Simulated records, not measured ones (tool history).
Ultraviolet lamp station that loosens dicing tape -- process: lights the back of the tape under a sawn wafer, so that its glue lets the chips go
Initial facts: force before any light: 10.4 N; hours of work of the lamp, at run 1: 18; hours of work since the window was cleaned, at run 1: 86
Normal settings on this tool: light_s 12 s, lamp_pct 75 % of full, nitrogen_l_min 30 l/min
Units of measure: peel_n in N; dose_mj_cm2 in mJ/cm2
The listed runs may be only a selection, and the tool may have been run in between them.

run	hour	light_s	lamp_pct	nitrogen_l_min	hours of work of the lamp	hours of work since the window was cleaned	peel_n	dose_mj_cm2
1	0.0	12	75	30	18	86	0.949	299
2	12.2	12	75	30	26	95	0.921	293
3	28.5	12	75	30	38	106	0.905	296
4	41.8	12	75	30	47	116	0.901	291
5	54.5	12	75	30	57	125	0.946	295
6	67.4	12	75	30	66	134	0.925	295
7	79.2	20	75	30	74	143	0.233	490
8	92.4	20	75	30	84	152	0.224	483
9	99.5	23	75	30	89	157	0.155	560
10	115.4	23	75	30	100	169	0.159	562
11	124.3	23	75	26	107	175	0.164	561
12	132.9	12	75	50	113	181	0.681	292
13	149.1	12	75	50	124	193	0.736	294
14	164.3	9	85	31	135	204	1.253	247
15	177.1	15	85	12	144	213	0.751	416
16	187.0	15	85	12	151	220	0.758	418
17	195.1	12	66	17	157	226	1.679	254
18	207.8	12	82	30	166	235	0.760	318
# hour 210.6: window cleaned of glue's vapour
19	223.4	12	82	30	177	9	0.784	325

Predict each of these 4 candidate next runs independently; none follows another, all start after run 19:
A	232.7	8	81	30	184	16	?	?
B	232.7	12	98	13	184	16	?	?
C	232.7	17	71	30	184	16	?	?
D	232.7	9	72	14	184	16	?	?

run	peel_n	dose_mj_cm2
A	1.798	207
B	0.819	381
C	0.419	392
D	2.479	211
With no hidden state in the tool, these same runs would have given:
run	peel_n	dose_mj_cm2
A	1.797	207
B	0.819	381
C	0.419	392
D	2.478	211

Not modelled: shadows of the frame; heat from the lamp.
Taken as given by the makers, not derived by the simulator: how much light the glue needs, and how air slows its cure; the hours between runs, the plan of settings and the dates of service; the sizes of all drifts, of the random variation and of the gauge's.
